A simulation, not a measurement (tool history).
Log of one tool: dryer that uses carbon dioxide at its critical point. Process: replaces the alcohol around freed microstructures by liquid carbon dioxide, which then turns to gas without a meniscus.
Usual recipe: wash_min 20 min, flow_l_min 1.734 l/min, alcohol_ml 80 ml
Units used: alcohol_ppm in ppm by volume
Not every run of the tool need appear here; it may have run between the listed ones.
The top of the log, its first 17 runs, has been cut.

Run 18, hour 367.8: usual settings. Result: alcohol_ppm 73 ppm by volume.
Run 19, hour 394.1: usual settings but wash_min 13 min, flow_l_min 1.100 l/min. Result: alcohol_ppm 1182 ppm by volume.
Run 20, hour 416.0: usual settings but wash_min 12 min, flow_l_min 1.240 l/min, alcohol_ml 56 ml. Result: alcohol_ppm 777 ppm by volume.
Run 21, hour 429.1: usual settings but wash_min 12 min, flow_l_min 1.240 l/min, alcohol_ml 56 ml. Result: alcohol_ppm 780 ppm by volume.
Run 22, hour 453.8: usual settings but wash_min 12 min, flow_l_min 1.240 l/min, alcohol_ml 56 ml. Result: alcohol_ppm 801 ppm by volume.
Run 23, hour 466.2: usual settings but wash_min 12 min, flow_l_min 1.240 l/min, alcohol_ml 56 ml. Result: alcohol_ppm 815 ppm by volume.
Run 24, hour 479.4: usual settings but wash_min 18 min, flow_l_min 2.430 l/min, alcohol_ml 94 ml. Result: alcohol_ppm 60 ppm by volume.
Run 25, hour 505.5: usual settings but wash_min 25 min, flow_l_min 1.690 l/min, alcohol_ml 94 ml. Result: alcohol_ppm 61 ppm by volume.
Run 26, hour 521.2: usual settings but wash_min 22 min, flow_l_min 2.840 l/min, alcohol_ml 102 ml. Result: alcohol_ppm 56 ppm by volume.
Run 27, hour 548.0: usual settings but wash_min 17 min, alcohol_ml 96 ml. Result: alcohol_ppm 149 ppm by volume.
Run 28, hour 561.4: usual settings but wash_min 14 min, flow_l_min 2.930 l/min. Result: alcohol_ppm 58 ppm by volume.
At hour 573.2: purifier's bed changed.
Run 29, hour 582.3: usual settings but wash_min 16 min, flow_l_min 1.510 l/min, alcohol_ml 40 ml. Result: alcohol_ppm 97 ppm by volume.
Run 30, hour 604.6: usual settings but wash_min 28 min. Result: alcohol_ppm 12 ppm by volume.
Run 31, hour 622.9: usual settings but wash_min 23 min, flow_l_min 1.200 l/min, alcohol_ml 55 ml. Result: alcohol_ppm 81 ppm by volume.
Run 32, hour 641.5: usual settings but wash_min 25 min, flow_l_min 2.550 l/min, alcohol_ml 31 ml. Result: alcohol_ppm 0 ppm by volume.
At hour 656.3: inlet filter changed.
Run 33, hour 662.6: usual settings but wash_min 25 min, flow_l_min 2.550 l/min, alcohol_ml 31 ml. Result: alcohol_ppm 7 ppm by volume.
Run 34, hour 685.3: usual settings but wash_min 25 min, flow_l_min 2.550 l/min, alcohol_ml 31 ml. Result: alcohol_ppm 12 ppm by volume.
Run 35, hour 705.5: usual settings but wash_min 17 min, flow_l_min 2.920 l/min, alcohol_ml 52 ml. Result: alcohol_ppm 4 ppm by volume.
Run 36, hour 718.9: usual settings but wash_min 17 min, flow_l_min 2.920 l/min, alcohol_ml 52 ml. Result: alcohol_ppm 5 ppm by volume.

Consider 5 possible next runs. They are alternatives, not a sequence: every one starts from the tool as it was left by run 36. What does each give?
Run A, hour 746.6: usual settings but wash_min 17 min, flow_l_min 1.530 l/min, alcohol_ml 44 ml. Result: alcohol_ppm ?.
Run B, hour 746.6: usual settings but wash_min 13 min, flow_l_min 2.920 l/min, alcohol_ml 67 ml. Result: alcohol_ppm ?.
Run C, hour 746.6: usual settings but flow_l_min 2.170 l/min, alcohol_ml 31 ml. Result: alcohol_ppm ?.
Run D, hour 746.6: usual settings but flow_l_min 2.920 l/min, alcohol_ml 23 ml. Result: alcohol_ppm ?.
Run E, hour 746.6: usual settings. Result: alcohol_ppm ?.

run  alcohol_ppm
  A           75
  B           25
  C           19
  D           10
  E           26
The same runs, with their run-to-run variation unchanged, on a tool lacking any hidden condition would have given:
run  alcohol_ppm
  A           61
  B           16
  C           11
  D            3
  E           16
